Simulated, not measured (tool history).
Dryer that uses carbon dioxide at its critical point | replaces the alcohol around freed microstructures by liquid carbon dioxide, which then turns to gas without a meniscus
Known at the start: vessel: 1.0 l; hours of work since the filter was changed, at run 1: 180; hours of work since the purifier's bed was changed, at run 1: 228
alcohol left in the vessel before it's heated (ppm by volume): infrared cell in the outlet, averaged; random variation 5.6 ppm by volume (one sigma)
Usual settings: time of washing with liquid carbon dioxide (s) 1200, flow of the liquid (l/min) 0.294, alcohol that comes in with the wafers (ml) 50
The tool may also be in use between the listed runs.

run   hour  time of washing with liquid carbon dioxide (s)  flow of the liquid (l/min)  alcohol that comes in with the wafers (ml)  hours of work since the filter was changed  hours of work since the purifier's bed was changed  alcohol left in the vessel before it's heated (ppm by volume)
  1    0.0                                            1200                       0.294                                          50                                         180                                                 228                                                            255
  2    8.4                                            1200                       0.276                                          50                                         185                                                 233                                                            353
  3   16.6                                            1200                       0.294                                          50                                         190                                                 238                                                            254
  4   30.4                                            1200                       0.294                                          50                                         198                                                 246                                                            259
  5   43.9                                            1200                       0.294                                          50                                         206                                                 254                                                            260
  6   55.7                                            1200                       0.227                                          50                                         213                                                 261                                                            928
  7   62.5                                            1200                       0.227                                          50                                         217                                                 265                                                            906
  8   71.8                                            1200                       0.227                                          50                                         222                                                 270                                                            900
  9   87.2                                            1200                       0.227                                          50                                         232                                                 280                                                            880
 10   95.0                                            1320                       0.294                                          50                                         236                                                 284                                                            173
 11  110.2                                            1200                       0.294                                          50                                         245                                                 293                                                            286
 12  122.2                                            1200                       0.294                                          22                                         252                                                 300                                                            136
     125.8  -- inlet filter changed
 13  131.4                                            1200                       0.294                                          22                                           3                                                 305                                                             91
 14  147.4                                            1200                       0.294                                          22                                          13                                                 315                                                             98
 15  155.7                                            1200                       0.294                                          55                                          18                                                 319                                                            211
 16  165.8                                            1200                       0.275                                          55                                          24                                                 325                                                            296
 17  176.9                                            1200                       0.294                                          34                                          30                                                 332                                                            147
 18  192.9                                            1620                       0.294                                          34                                          40                                                 341                                                             31
 19  204.2                                            1620                       0.294                                          34                                          46                                                 348                                                             37
 20  218.9                                            1620                       0.294                                          34                                          55                                                 357                                                             41
 21  233.0                                            1200                       0.294                                          50                                          63                                                 365                                                            205
 22  248.3                                            1200                       0.294                                          50                                          72                                                 374                                                            208
 23  262.3                                            1200                       0.294                                          50                                          81                                                 382                                                            215
 24  275.4                                             900                       0.294                                          50                                          88                                                 390                                                            782
 25  291.8                                             900                       0.272                                          44                                          98                                                 400                                                            963
 26  300.0                                            1740                       0.443                                          87                                         103                                                 405                                                             29
 27  307.7                                            1740                       0.443                                          87                                         107                                                 409                                                             29
 28  319.3                                            1740                       0.443                                          87                                         114                                                 416                                                             18
 29  335.0                                            1080                       0.310                                          62                                         123                                                 425                                                            361
 30  350.2                                            1080                       0.310                                          62                                         132                                                 434                                                            362
 31  360.6                                            1080                       0.235                                          62                                         139                                                 440                                                           1296
 32  368.3                                             720                       0.279                                          24                                         143                                                 445                                                           1069
 33  376.7                                            1200                       0.184                                          22                                         148                                                 450                                                            838
 34  384.2                                            1200                       0.184                                          22                                         152                                                 454                                                            843
 35  396.9                                            1380                       0.440                                          90                                         160                                                 462                                                             32
 36  411.8                                            1380                       0.338                                          90                                         169                                                 471                                                             93
 37  420.9                                            1380                       0.338                                          90                                         174                                                 476                                                             95
 38  428.8                                            1380                       0.211                                          90                                         179                                                 481                                                           1177
 39  442.2                                             720                       0.467                                          38                                         187                                                 488                                                            222
 40  457.2                                             780                       0.209                                         119                                         196                                                 497                                                          10369
 41  467.4                                            1320                       0.322                                         106                                         202                                                 503                                                            187
 42  478.8                                            1320                       0.322                                         106                                         208                                                 510                                                            190
 43  492.3                                             840                       0.214                                          24                                         216                                                 518                                                           1732
 44  500.2                                             840                       0.214                                          24                                         221                                                 523                                                           1712
 45  516.2                                            1200                       0.231                                          56                                         230                                                 532                                                            953
 46  524.5                                            1440                       0.336                                          56                                         235                                                 537                                                             64
 47  536.1                                            1200                       0.239                                          33                                         242                                                 544                                                            512

Forecast each of these 4 alternatives for the next run:
  A  546.2                                             840                       0.239                                          33                                         248                                                 550                                                              ?
  B  546.2                                             780                       0.399                                          32                                         248                                                 550                                                              ?
  C  546.2                                            1920                       0.406                                          99                                         248                                                 550                                                              ?
  D  546.2                                            1200                       0.384                                          24                                         248                                                 550                                                              ?

run  alcohol left in the vessel before it's heated (ppm by volume)
  A                                                           1748
  B                                                            313
  C                                                             31
  D                                                             51
Without the tool's hidden state the same runs would have given:
run  alcohol left in the vessel before it's heated (ppm by volume)
  A                                                           1338
  B                                                            194
  C                                                              7
  D                                                             16
